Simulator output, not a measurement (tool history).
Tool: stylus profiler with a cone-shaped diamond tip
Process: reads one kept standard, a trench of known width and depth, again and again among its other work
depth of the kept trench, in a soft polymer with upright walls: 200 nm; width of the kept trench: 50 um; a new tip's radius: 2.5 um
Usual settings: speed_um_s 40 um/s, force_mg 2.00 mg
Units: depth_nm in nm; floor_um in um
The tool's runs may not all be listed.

run	hour	speed_um_s	force_mg	depth_nm	floor_um
1	0.0	40	2.00	201.36	47.81
2	8.9	135	2.00	201.35	47.61
3	21.6	40	2.00	201.18	47.79
4	35.5	40	2.00	201.19	47.71
5	44.3	40	2.00	201.33	47.77
6	55.9	117	2.00	201.38	47.63
7	67.5	40	1.41	200.93	47.74
8	83.2	10	2.00	201.14	47.79
9	98.5	10	2.00	201.36	47.81
10	107.9	10	2.00	201.15	47.84
11	124.4	10	2.00	201.15	47.82
12	137.6	21	2.00	201.04	47.80
13	145.3	21	2.00	201.17	47.75
14	159.8	40	3.89	201.77	47.73
15	177.0	40	2.00	201.35	47.72
16	193.7	40	2.00	201.16	47.75
17	203.6	40	2.00	201.07	47.71
18	218.9	72	2.00	201.24	47.59
19	226.3	40	0.86	200.57	47.65
20	242.7	40	0.86	200.35	47.64
21	255.5	109	0.68	200.28	47.39
22	268.2	109	0.68	200.40	47.39
23	283.2	109	0.79	200.60	47.41
24	295.3	43	1.32	200.84	47.63
25	309.7	16	1.54	200.80	47.71
26	320.8	16	1.54	201.01	47.68
27	331.0	16	1.54	200.95	47.65
28	340.9	18	1.37	200.65	47.66
29	356.6	15	1.58	200.89	47.75
30	373.8	77	0.85	200.49	47.50
31	388.9	10	5.46	202.36	47.72
32	400.8	69	5.52	202.36	47.58
33	411.1	69	5.52	202.39	47.62
34	428.0	34	3.39	201.75	47.62
35	440.4	34	3.39	201.66	47.67

Run 36 comes next. What will it give?
36	455.1	48	0.70	?	?

{"run 36": {"depth_nm": 200.38, "floor_um": 47.53}}
Without the tool's hidden state the same run would have given depth_nm 200.80 nm, floor_um 47.87 um.

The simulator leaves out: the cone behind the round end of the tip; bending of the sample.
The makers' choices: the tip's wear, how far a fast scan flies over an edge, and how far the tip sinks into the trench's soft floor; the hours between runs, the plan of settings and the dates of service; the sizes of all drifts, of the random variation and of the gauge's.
